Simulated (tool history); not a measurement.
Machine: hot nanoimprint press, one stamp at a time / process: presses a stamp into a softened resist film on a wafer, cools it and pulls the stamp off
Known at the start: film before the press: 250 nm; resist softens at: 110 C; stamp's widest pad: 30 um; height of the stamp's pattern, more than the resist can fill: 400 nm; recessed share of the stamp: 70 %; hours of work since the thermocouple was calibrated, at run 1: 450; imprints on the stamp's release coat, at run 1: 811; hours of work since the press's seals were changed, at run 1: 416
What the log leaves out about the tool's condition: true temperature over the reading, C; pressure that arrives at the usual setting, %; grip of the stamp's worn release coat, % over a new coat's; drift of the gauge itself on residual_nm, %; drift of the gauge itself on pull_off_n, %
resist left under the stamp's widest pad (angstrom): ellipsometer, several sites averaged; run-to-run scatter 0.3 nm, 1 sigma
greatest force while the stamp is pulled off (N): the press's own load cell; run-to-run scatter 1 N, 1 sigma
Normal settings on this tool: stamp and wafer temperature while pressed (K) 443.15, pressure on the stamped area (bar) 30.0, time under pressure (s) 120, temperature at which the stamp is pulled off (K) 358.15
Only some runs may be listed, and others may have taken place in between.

run   hour  stamp and wafer temperature while pressed (K)  pressure on the stamped area (bar)  time under pressure (s)  temperature at which the stamp is pulled off (K)  hours of work since the thermocouple was calibrated  imprints on the stamp's release coat  hours of work since the press's seals were changed  resist left under the stamp's widest pad (angstrom)  greatest force while the stamp is pulled off (N)
  1    0.0                                         443.15                                30.0                      120                                            358.15                                                  450                                   811                                                 416                                                 1033                                             118.7
  2    9.5                                         443.15                                30.0                      120                                            358.15                                                  457                                   847                                                 423                                                 1034                                             117.7
  3   23.1                                         443.15                                30.0                      120                                            358.15                                                  467                                   900                                                 433                                                 1037                                             118.9
  4   34.7                                         443.15                                30.0                      120                                            358.15                                                  475                                   944                                                 441                                                 1039                                             118.9
  5   45.0                                         451.15                                30.0                      120                                            358.15                                                  483                                   984                                                 449                                                  735                                             116.1
  6   62.0                                         451.15                                30.0                      120                                            358.15                                                  496                                  1050                                                 461                                                  736                                             117.5
  7   76.8                                         443.15                                30.0                      120                                            358.15                                                  506                                  1107                                                 472                                                 1036                                             117.7
  8   89.7                                         443.15                                30.0                      120                                            358.15                                                  516                                  1156                                                 482                                                 1036                                             116.2
  9  104.2                                         443.15                                30.0                      120                                            358.15                                                  527                                  1212                                                 492                                                 1035                                             117.2
     118.9  -- plate thermocouple calibrated
 10  120.5                                         443.15                                30.0                      120                                            358.15                                                    1                                  1263                                                 502                                                 1036                                             118.2
 11  133.8                                         440.15                                30.0                      120                                            358.15                                                   11                                  1314                                                 512                                                 1175                                             116.7
 12  150.7                                         443.15                                22.3                      120                                            358.15                                                   23                                  1379                                                 524                                                 1192                                             116.5
     159.9  -- stamp cleaned and given a new release coat
 13  166.8                                         439.15                                30.0                      120                                            358.15                                                   31                                    27                                                 532                                                 1229                                             119.2
 14  183.2                                         443.15                                44.6                      239                                            358.15                                                   43                                    89                                                 544                                                  639                                             117.0
 15  198.5                                         442.15                                44.6                      239                                            361.15                                                   54                                   149                                                 555                                                  670                                             112.5
 16  212.1                                         442.15                                44.6                      239                                            361.15                                                   64                                   201                                                 565                                                  670                                             110.8
 17  226.4                                         442.15                                44.6                      239                                            361.15                                                   74                                   256                                                 575                                                  672                                             109.6
 18  241.1                                         442.15                                31.9                      191                                            361.15                                                   85                                   312                                                 586                                                  879                                             111.0
 19  249.1                                         442.15                                31.9                      191                                            361.15                                                   91                                   343                                                 592                                                  875                                             110.9
 20  264.0                                         449.15                                20.8                      144                                            361.15                                                  102                                   401                                                 603                                                  907                                             112.4
 21  274.8                                         449.15                                44.4                      239                                            361.15                                                  110                                   442                                                 611                                                  489                                             111.5
 22  288.8                                         449.15                                44.4                      239                                            361.15                                                  120                                   496                                                 621                                                  486                                             109.4
 23  305.0                                         434.15                                30.0                       94                                            358.15                                                  132                                   559                                                 633                                                 1612                                             116.8
 24  317.3                                         432.15                                30.0                      120                                            364.15                                                  141                                   606                                                 642                                                 1615                                             105.7
 25  329.5                                         432.15                                30.0                      120                                            364.15                                                  150                                   653                                                 651                                                 1616                                             104.9

Each row is a separate what-if for the run after 25, all from the same tool condition, not one after another. Results?
  A  344.6                                         432.15                                37.3                      109                                            364.15                                                  161                                   711                                                 662                                                    ?                                                 ?
  B  344.6                                         443.15                                30.0                      120                                            345.15                                                  161                                   711                                                 662                                                    ?                                                 ?
  C  344.6                                         432.15                                30.0                      116                                            354.15                                                  161                                   711                                                 662                                                    ?                                                 ?
  D  344.6                                         432.15                                22.3                      120                                            348.15                                                  161                                   711                                                 662                                                    ?                                                 ?

run  resist left under the stamp's widest pad (angstrom)  greatest force while the stamp is pulled off (N)
  A                                                 1533                                             103.5
  B                                                 1037                                             143.6
  C                                                 1630                                             126.7
  D                                                 1782                                             140.4
With the hidden condition removed and each run's random variation left untouched, the same runs would have given:
run  resist left under the stamp's widest pad (angstrom)  greatest force while the stamp is pulled off (N)
  A                                                 1533                                             103.4
  B                                                 1037                                             143.4
  C                                                 1629                                             126.6
  D                                                 1782                                             140.3
